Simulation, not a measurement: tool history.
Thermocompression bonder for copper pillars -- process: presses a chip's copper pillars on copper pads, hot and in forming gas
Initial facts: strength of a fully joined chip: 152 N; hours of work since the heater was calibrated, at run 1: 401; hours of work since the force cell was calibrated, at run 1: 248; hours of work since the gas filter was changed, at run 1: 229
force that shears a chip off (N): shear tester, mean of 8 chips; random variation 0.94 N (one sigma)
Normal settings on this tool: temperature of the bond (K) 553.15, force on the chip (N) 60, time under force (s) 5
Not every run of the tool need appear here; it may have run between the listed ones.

run   hour  temperature of the bond (K)  force on the chip (N)  time under force (s)  hours of work since the heater was calibrated  hours of work since the force cell was calibrated  hours of work since the gas filter was changed  force that shears a chip off (N)
  1    0.0                       553.15                     60                     5                                            401                                                248                                             229                              66.4
  2    5.3                       553.15                     60                     5                                            404                                                252                                             232                              67.3
  3   13.5                       553.15                     60                     5                                            410                                                258                                             238                              67.0
  4   21.7                       553.15                     60                     5                                            416                                                264                                             244                              67.3
  5   26.7                       553.15                     74                     5                                            419                                                267                                             247                              76.7
  6   30.7                       553.15                     60                     4                                            422                                                270                                             250                              62.1
  7   38.8                       553.15                     60                     4                                            428                                                275                                             256                              63.2
  8   46.3                       553.15                     60                     4                                            433                                                281                                             261                              62.1
  9   51.1                       553.15                     60                     5                                            436                                                284                                             264                              66.1
 10   58.2                       569.15                     60                     5                                            441                                                289                                             269                              80.6
 11   63.3                       536.15                     60                     5                                            445                                                292                                             273                              51.7
 12   71.5                       536.15                     60                    12                                            450                                                298                                             278                              69.8
 13   78.2                       553.15                     60                     7                                            455                                                303                                             283                              74.3
 14   83.0                       553.15                     60                     7                                            458                                                306                                             286                              74.4
 15   89.5                       553.15                     89                     5                                            463                                                311                                             291                              83.6
 16   98.4                       526.15                     60                     5                                            469                                                317                                             297                              42.1
 17  104.6                       562.15                     60                     5                                            473                                                321                                             301                              76.1
 18  109.0                       562.15                     53                     5                                            476                                                324                                             304                              66.6
 19  113.2                       529.15                     53                     3                                            479                                                327                                             307                              33.1
 20  121.5                       529.15                     53                     3                                            485                                                333                                             313                              31.1
 21  125.8                       553.15                     60                     7                                            488                                                336                                             316                              73.6
 22  130.9                       553.15                     60                    13                                            492                                                339                                             320                              87.7
 23  140.1                       541.15                     60                    13                                            498                                                346                                             326                              75.8
 24  147.6                       541.15                     74                    10                                            503                                                351                                             331                              76.9
 25  151.6                       541.15                     74                    10                                            506                                                354                                             334                              79.6
 26  157.5                       552.15                     44                     4                                            510                                                358                                             338                              47.2
 27  165.6                       539.15                     37                     4                                            516                                                363                                             344                              31.5
 28  174.1                       575.15                     67                     7                                            522                                                369                                             350                              95.9
 29  182.2                       566.15                     67                    10                                            527                                                375                                             355                              98.3
 30  189.3                       559.15                     36                     3                                            532                                                380                                             360                              38.5
 31  197.1                       577.15                     41                    12                                            538                                                385                                             365                              90.7
 32  205.3                       530.15                     71                    15                                            543                                                391                                             371                              74.1
 33  211.0                       577.15                     89                     4                                            547                                                395                                             375                              95.9
     218.4  -- forming gas filter changed
 34  218.9                       524.15                     39                    14                                            552                                                400                                               0                              47.3
 35  226.6                       553.15                     87                    13                                            558                                                405                                               6                             114.1

Predict each of these 3 candidate next runs independently; none follows another, all start after run 35:
  A  235.2                       532.15                     36                     3                                            564                                                411                                              12                                 ?
  B  235.2                       568.15                     87                    12                                            564                                                411                                              12                                 ?
  C  235.2                       581.15                     62                     4                                            564                                                411                                              12                                 ?

run  force that shears a chip off (N)
  A                              26.4
  B                             124.6
  C                              91.9
With the hidden condition removed and each run's random variation left untouched, the same runs would have given:
run  force that shears a chip off (N)
  A                              32.0
  B                             132.8
  C                             102.1
